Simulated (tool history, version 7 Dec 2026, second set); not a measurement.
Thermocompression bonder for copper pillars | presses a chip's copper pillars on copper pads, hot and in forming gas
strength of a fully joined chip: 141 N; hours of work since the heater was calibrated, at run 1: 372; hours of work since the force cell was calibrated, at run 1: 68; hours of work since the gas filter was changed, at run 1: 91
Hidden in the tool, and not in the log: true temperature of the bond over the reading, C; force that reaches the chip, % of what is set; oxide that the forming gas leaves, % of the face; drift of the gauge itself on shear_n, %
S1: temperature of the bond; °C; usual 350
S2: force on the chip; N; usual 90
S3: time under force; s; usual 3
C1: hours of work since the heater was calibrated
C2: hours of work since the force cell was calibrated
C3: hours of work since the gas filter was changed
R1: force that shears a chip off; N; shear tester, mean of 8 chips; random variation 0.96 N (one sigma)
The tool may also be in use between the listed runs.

Run 1, hour 0.0: usual settings; C1 372; C2 68; C3 91. Result: R1 81.0 N.
Run 2, hour 17.4: usual settings but S2 100 N; C1 385; C2 80; C3 104. Result: R1 85.9 N.
Run 3, hour 36.7: usual settings but S2 100 N, S3 4 s; C1 400; C2 95; C3 118. Result: R1 92.5 N.
Run 4, hour 48.7: usual settings; C1 408; C2 104; C3 127. Result: R1 79.9 N.
Run 5, hour 59.6: usual settings but S2 134 N; C1 416; C2 112; C3 135. Result: R1 94.5 N.
Run 6, hour 75.7: usual settings but S2 73 N; C1 428; C2 123; C3 147. Result: R1 71.6 N.
Run 7, hour 92.6: usual settings but S1 341 °C; C1 441; C2 136; C3 159. Result: R1 75.6 N.
Run 8, hour 102.9: usual settings but S1 341 °C; C1 448; C2 144; C3 167. Result: R1 74.3 N.
Run 9, hour 115.2: usual settings but S1 341 °C; C1 457; C2 153; C3 176. Result: R1 74.9 N.
Run 10, hour 123.9: usual settings; C1 464; C2 159; C3 182. Result: R1 79.2 N.
Run 11, hour 142.1: usual settings; C1 477; C2 172; C3 196. Result: R1 78.3 N.
Run 12, hour 150.7: usual settings; C1 484; C2 179; C3 202. Result: R1 79.0 N.
Run 13, hour 169.2: usual settings; C1 497; C2 192; C3 216. Result: R1 78.6 N.
Run 14, hour 180.3: usual settings; C1 505; C2 201; C3 224. Result: R1 79.3 N.
Run 15, hour 193.3: usual settings but S1 357 °C; C1 515; C2 210; C3 234. Result: R1 79.5 N.
Run 16, hour 212.8: usual settings but S1 321 °C, S2 86 N; C1 529; C2 225; C3 248. Result: R1 61.1 N.
Run 17, hour 227.5: usual settings but S1 334 °C, S2 59 N, S3 6 s; C1 540; C2 235; C3 259. Result: R1 71.7 N.
Run 18, hour 244.1: usual settings but S1 334 °C, S2 59 N, S3 6 s; C1 552; C2 248; C3 271. Result: R1 72.8 N.
Run 19, hour 261.8: usual settings but S1 334 °C, S2 59 N, S3 6 s; C1 566; C2 261; C3 284. Result: R1 71.7 N.
Run 20, hour 279.2: usual settings but S1 331 °C, S2 60 N; C1 578; C2 273; C3 297. Result: R1 55.5 N.
Run 21, hour 296.3: usual settings but S1 331 °C, S2 60 N; C1 591; C2 286; C3 310. Result: R1 53.7 N.
Run 22, hour 306.3: usual settings but S1 331 °C, S2 60 N; C1 598; C2 293; C3 317. Result: R1 53.4 N.
Run 23, hour 319.7: usual settings but S1 331 °C, S2 60 N; C1 608; C2 303; C3 327. Result: R1 54.7 N.
Run 24, hour 334.6: usual settings but S1 347 °C, S3 4 s; C1 619; C2 314; C3 338. Result: R1 81.0 N.
Run 25, hour 345.4: usual settings but S2 123 N; C1 627; C2 322; C3 346. Result: R1 85.2 N.

Forecast each of these 5 alternatives for the next run:
Run A, hour 361.4: usual settings but S1 342 °C, S2 123 N, S3 6 s; C1 639; C2 334; C3 358. Result: R1 ?.
Run B, hour 361.4: usual settings but S3 2 s; C1 639; C2 334; C3 358. Result: R1 ?.
Run C, hour 361.4: usual settings but S1 377 °C, S2 76 N, S3 8 s; C1 639; C2 334; C3 358. Result: R1 ?.
Run D, hour 361.4: usual settings but S1 365 °C, S2 132 N, S3 6 s; C1 639; C2 334; C3 358. Result: R1 ?.
Run E, hour 361.4: usual settings but S1 339 °C, S2 66 N; C1 639; C2 334; C3 358. Result: R1 ?.

run     R1
  A   99.8
  B   65.7
  C  103.3
  D  110.2
  E   60.7
Without the tool's hidden state the same runs would have given:
run     R1
  A  108.6
  B   71.0
  C  112.7
  D  120.3
  E   65.4
